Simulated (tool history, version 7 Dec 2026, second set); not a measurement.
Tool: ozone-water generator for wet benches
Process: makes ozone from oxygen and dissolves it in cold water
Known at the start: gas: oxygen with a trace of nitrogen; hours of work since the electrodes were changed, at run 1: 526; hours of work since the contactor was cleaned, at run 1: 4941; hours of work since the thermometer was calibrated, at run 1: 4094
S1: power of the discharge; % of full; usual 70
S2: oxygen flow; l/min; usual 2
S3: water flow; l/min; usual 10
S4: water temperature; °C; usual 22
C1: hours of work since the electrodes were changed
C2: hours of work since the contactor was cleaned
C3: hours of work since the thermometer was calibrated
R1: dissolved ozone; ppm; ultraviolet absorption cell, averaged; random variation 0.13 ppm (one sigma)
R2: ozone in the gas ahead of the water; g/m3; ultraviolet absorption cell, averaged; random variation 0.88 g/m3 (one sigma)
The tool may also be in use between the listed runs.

Run 1, hour 0: usual settings; C1 526; C2 4941; C3 4094. Result: R1 13.5 ppm, R2 143.4 g/m3.
Run 2, hour 21.9: usual settings; C1 540; C2 4955; C3 4108. Result: R1 13.5 ppm, R2 141.8 g/m3.
Run 3, hour 46.1: usual settings; C1 555; C2 4970; C3 4124. Result: R1 13.5 ppm, R2 143 g/m3.
Run 4, hour 80.9: usual settings; C1 578; C2 4992; C3 4146. Result: R1 13.5 ppm, R2 142.9 g/m3.
Run 5, hour 110.7: usual settings; C1 597; C2 5012; C3 4165. Result: R1 13.1 ppm, R2 142.6 g/m3.
Run 6, hour 135: usual settings but S1 68 % of full; C1 612; C2 5027; C3 4181. Result: R1 13.2 ppm, R2 140 g/m3.
Run 7, hour 159.2: usual settings but S1 68 % of full; C1 628; C2 5043; C3 4196. Result: R1 13.2 ppm, R2 140.6 g/m3.
Run 8, hour 177.6: usual settings but S1 68 % of full; C1 640; C2 5054; C3 4208. Result: R1 13.4 ppm, R2 140.3 g/m3.
Run 9, hour 200.8: usual settings; C1 655; C2 5069; C3 4223. Result: R1 13.6 ppm, R2 142.7 g/m3.
Run 10, hour 226.9: usual settings; C1 671; C2 5086; C3 4240. Result: R1 13.7 ppm, R2 141.6 g/m3.
Run 11, hour 244.2: usual settings; C1 683; C2 5097; C3 4251. Result: R1 13.5 ppm, R2 142 g/m3.
Run 12, hour 273.5: usual settings; C1 701; C2 5116; C3 4270. Result: R1 13.5 ppm, R2 142.5 g/m3.
Run 13, hour 308.4: usual settings; C1 724; C2 5138; C3 4292. Result: R1 13.4 ppm, R2 143.8 g/m3.
Run 14, hour 337.5: usual settings; C1 742; C2 5157; C3 4311. Result: R1 13.3 ppm, R2 142.2 g/m3.
Run 15, hour 362: usual settings but S1 42 % of full; C1 758; C2 5173; C3 4327. Result: R1 10.2 ppm, R2 109.9 g/m3.
Run 16, hour 383.7: usual settings but S1 42 % of full, S2 1.84 l/min; C1 772; C2 5187; C3 4340. Result: R1 10.2 ppm, R2 113.6 g/m3.
Run 17, hour 399.8: usual settings but S1 68 % of full, S2 1.76 l/min; C1 782; C2 5197; C3 4351. Result: R1 12.9 ppm, R2 145.8 g/m3.
Run 18, hour 423: usual settings but S1 68 % of full, S2 1.76 l/min; C1 797; C2 5212; C3 4366. Result: R1 12.8 ppm, R2 146.9 g/m3.
Run 19, hour 444.9: usual settings but S1 68 % of full, S2 1.76 l/min; C1 811; C2 5226; C3 4380. Result: R1 13.1 ppm, R2 146.6 g/m3.
Run 20, hour 470: usual settings but S1 68 % of full, S2 1.76 l/min; C1 827; C2 5242; C3 4396. Result: R1 12.6 ppm, R2 146.9 g/m3.
Run 21, hour 499.8: usual settings but S1 49 % of full, S2 2.16 l/min, S3 7 l/min, S4 20 °C; C1 847; C2 5261; C3 4415. Result: R1 14.9 ppm, R2 114.7 g/m3.
Run 22, hour 518.4: usual settings but S1 51 % of full, S2 2.29 l/min; C1 858; C2 5273; C3 4427. Result: R1 11.7 ppm, R2 113.4 g/m3.
Run 23, hour 551.6: usual settings but S3 13 l/min, S4 17 °C; C1 880; C2 5294; C3 4448. Result: R1 11.4 ppm, R2 142.5 g/m3.
Run 24, hour 573.3: usual settings but S3 13 l/min, S4 17 °C; C1 894; C2 5308; C3 4462. Result: R1 11.5 ppm, R2 140.8 g/m3.
Run 25, hour 594.5: usual settings but S2 1.85 l/min, S3 13 l/min, S4 17 °C; C1 907; C2 5322; C3 4476. Result: R1 11.3 ppm, R2 146.2 g/m3.
Run 26, hour 614.8: usual settings but S1 62 % of full, S4 20 °C; C1 920; C2 5335; C3 4489. Result: R1 12.9 ppm, R2 132.5 g/m3.
Run 27, hour 640.3: usual settings but S1 62 % of full, S4 20 °C; C1 937; C2 5351; C3 4505. Result: R1 12.8 ppm, R2 131.9 g/m3.

Forecast each of these 5 alternatives for the next run:
Run A, hour 672.9: usual settings but S1 62 % of full, S2 2.62 l/min, S4 20 °C; C1 958; C2 5372; C3 4526. Result: R1 ?, R2 ?.
Run B, hour 672.9: usual settings but S1 48 % of full, S3 8 l/min, S4 28 °C; C1 958; C2 5372; C3 4526. Result: R1 ?, R2 ?.
Run C, hour 672.9: usual settings but S1 57 % of full, S3 8 l/min; C1 958; C2 5372; C3 4526. Result: R1 ?, R2 ?.
Run D, hour 672.9: usual settings but S1 62 % of full, S4 23 °C; C1 958; C2 5372; C3 4526. Result: R1 ?, R2 ?.
Run E, hour 672.9: usual settings but S1 54 % of full, S2 1.21 l/min, S4 20 °C; C1 958; C2 5372; C3 4526. Result: R1 ?, R2 ?.

run    R1     R2
  A  13.3  118.9
  B  11.6  116.4
  C  13.8  126.7
  D  12.3  133.4
  E  10.5  150.8
Without the tool's hidden state the same runs would have given:
run    R1     R2
  A  13.9  120.9
  B    12  118.1
  C  14.3  128.7
  D  12.8  135.6
  E  10.9  153.2
